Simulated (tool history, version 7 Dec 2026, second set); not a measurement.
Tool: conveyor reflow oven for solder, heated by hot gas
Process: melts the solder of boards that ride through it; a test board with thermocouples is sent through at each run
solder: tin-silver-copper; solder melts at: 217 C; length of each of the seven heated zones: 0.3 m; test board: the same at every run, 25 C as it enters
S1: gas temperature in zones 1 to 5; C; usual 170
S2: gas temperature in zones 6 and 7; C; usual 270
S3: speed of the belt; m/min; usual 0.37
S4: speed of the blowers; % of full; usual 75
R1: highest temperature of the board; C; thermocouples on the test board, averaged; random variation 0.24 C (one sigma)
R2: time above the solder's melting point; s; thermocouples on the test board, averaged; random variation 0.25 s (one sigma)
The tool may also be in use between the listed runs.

run,day,S1,S2,S3,S4,R1,R2
1,0,170,270,0.37,75,257.8,77.3
2,2.125,170,270,0.37,75,257.9,77
3,3.892,171,270,0.37,75,257.8,77.5
4,6.992,170,270,0.37,51,253.3,72.1
5,9.9,170,270,0.37,51,253.2,71.7
6,11.496,170,270,0.37,75,258.2,77.2
7,13.962,170,259,0.37,75,247.6,69
8,16.471,170,270,0.37,75,257.8,76.9
# day 17.612: flux residue cleaned out of gas plates and filters
9,19.425,170,270,0.37,75,257.8,77.2
10,21.65,170,270,0.37,75,257.7,77.1
11,24.312,170,270,0.37,75,258,77
12,26.042,170,283,0.37,75,270.2,84.8
13,28.233,170,283,0.37,75,270,85.2
14,30.012,170,270,0.37,76,258.2,77
15,32.271,170,270,0.37,75,257.5,77
16,35.079,170,272,0.37,75,259.6,78.5
17,36.667,171,270,0.37,56,254.8,73.9
18,38.538,180,282,0.37,75,270.5,89.2
# day 40.621: flux residue cleaned out of gas plates and filters
19,40.95,180,266,0.318,54,256.1,93.9
20,43.5,180,266,0.318,54,256.2,93.2
21,45.392,180,266,0.318,54,255.9,94
22,48.125,183,274,0.37,51,258.9,83.1
23,50.588,169,270,0.37,75,257.8,76.8
24,52.475,169,274,0.37,75,261.7,78.9

The next listed run, before its measurement:
25,54.15,169,274,0.37,75,?,?

Run 25 gave R1 261.4 C, R2 79.3 s.
Without the tool's hidden state the same run would have given R1 261.4 C, R2 79.3 s.
